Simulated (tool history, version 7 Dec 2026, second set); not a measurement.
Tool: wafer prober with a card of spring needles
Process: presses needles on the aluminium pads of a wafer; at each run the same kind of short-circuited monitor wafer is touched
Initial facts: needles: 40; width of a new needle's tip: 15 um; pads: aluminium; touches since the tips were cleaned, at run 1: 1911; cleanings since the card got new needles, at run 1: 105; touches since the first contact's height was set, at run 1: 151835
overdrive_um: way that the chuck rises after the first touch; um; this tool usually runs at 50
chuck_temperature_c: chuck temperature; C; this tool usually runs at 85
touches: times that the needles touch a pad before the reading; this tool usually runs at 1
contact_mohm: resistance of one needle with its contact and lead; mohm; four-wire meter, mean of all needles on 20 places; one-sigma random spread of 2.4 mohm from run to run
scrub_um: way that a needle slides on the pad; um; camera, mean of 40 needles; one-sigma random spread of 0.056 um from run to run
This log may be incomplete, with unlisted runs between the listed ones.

run	hour	overdrive_um	chuck_temperature_c	touches	touches since the tips were cleaned	cleanings since the card got new needles	touches since the first contact's height was set	contact_mohm	scrub_um
1	0	50	85	1	1911	105	151835	553	6.1
# hour 2.2: tips cleaned on abrasive film
# hour 7.9: tips cleaned on abrasive film
# hour 14.1: tips cleaned on abrasive film
2	15.8	50	42	1	955	108	160437	431	6.01
# hour 20.3: tips cleaned on abrasive film
# hour 26.2: tips cleaned on abrasive film
3	30.3	50	35	1	2299	110	168399	611	6.04
# hour 31.6: tips cleaned on abrasive film
# hour 36.7: tips cleaned on abrasive film
4	37.7	50	35	1	548	112	172378	372	5.96
# hour 42.5: tips cleaned on abrasive film
# hour 48: tips cleaned on abrasive film
# hour 53.2: tips cleaned on abrasive film
5	53.3	50	35	1	47	115	180844	315	5.8
# hour 58.9: tips cleaned on abrasive film
# hour 64.5: tips cleaned on abrasive film
# hour 70: tips cleaned on abrasive film
6	70.4	50	35	1	214	118	190175	327	5.89
# hour 76: tips cleaned on abrasive film
7	80.3	50	35	1	2417	119	195627	673	5.94
# hour 81.6: tips cleaned on abrasive film
# hour 87.1: tips cleaned on abrasive film
# hour 87.4: height of the first contact set anew
8	88	50	35	1	332	121	332	353	6.6
# hour 92.9: tips cleaned on abrasive film
# hour 98.6: tips cleaned on abrasive film
9	102.5	50	85	1	2188	123	8272	551	6.68
# hour 103.9: tips cleaned on abrasive film
# hour 110: tips cleaned on abrasive film
10	111.5	50	85	1	797	125	13125	406	6.64
# hour 115.3: tips cleaned on abrasive film
# hour 120.6: tips cleaned on abrasive film
11	125.2	50	85	1	2585	127	20646	599	6.48
# hour 126.6: tips cleaned on abrasive film
# hour 131.9: tips cleaned on abrasive film
# hour 137.4: tips cleaned on abrasive film
12	139.1	50	57	1	930	130	28169	420	6.47
# hour 143.3: tips cleaned on abrasive film
# hour 148.6: tips cleaned on abrasive film
# hour 154.5: tips cleaned on abrasive film
13	155.5	50	109	1	574	133	37121	422	6.44
# hour 159.8: tips cleaned on abrasive film
# hour 165.4: tips cleaned on abrasive film
14	169.2	50	26	1	2105	135	44577	583	6.35
# hour 171.2: tips cleaned on abrasive film
# hour 176.6: tips cleaned on abrasive film
15	176.6	50	26	1	0	137	48610	291	6.37
# hour 182.4: tips cleaned on abrasive film
16	185.9	50	26	1	1911	138	53675	570	6.36
# hour 188.2: tips cleaned on abrasive film
# hour 193.8: tips cleaned on abrasive film
17	193.8	50	103	3	0	140	57946	299	6.44
# hour 199.9: tips cleaned on abrasive film
# hour 205.2: tips cleaned on abrasive film
18	205.2	44	48	3	0	142	64181	286	5.54
# hour 210.9: tips cleaned on abrasive film
19	212.9	62	85	1	1127	143	68409	420	7.87
# hour 216.5: tips cleaned on abrasive film
# hour 222.3: tips cleaned on abrasive film
# hour 227.9: tips cleaned on abrasive film
20	229.5	37	110	2	910	146	77474	505	4.56
# hour 233.5: tips cleaned on abrasive film
# hour 238.8: tips cleaned on abrasive film
# hour 244.4: tips cleaned on abrasive film
21	244.5	50	85	1	52	149	85581	325	6.3
# hour 250.3: tips cleaned on abrasive film
22	251.9	54	85	1	857	150	89655	441	6.83
# hour 255.9: tips cleaned on abrasive film
23	259.4	36	80	2	1941	151	93792	676	4.38
# hour 261.6: tips cleaned on abrasive film
# hour 267.2: tips cleaned on abrasive film
24	270.9	36	80	2	2083	153	100043	665	4.35
# hour 272.8: tips cleaned on abrasive film
# hour 278.9: tips cleaned on abrasive film
25	281.8	36	80	2	1596	155	105976	619	4.31

Run 26 has not been measured yet. What should we expect?
# hour 284.4: tips cleaned on abrasive film
# hour 289.5: tips cleaned on abrasive film
# hour 294.9: tips cleaned on abrasive film
26	296.1	36	80	2	679	158	113765	?	?

contact_mohm: 447 mohm
scrub_um: 4.3 um
On a tool with no hidden condition, and with the same random variation, this run would have come out at contact_mohm 284 mohm, scrub_um 4.76 um.
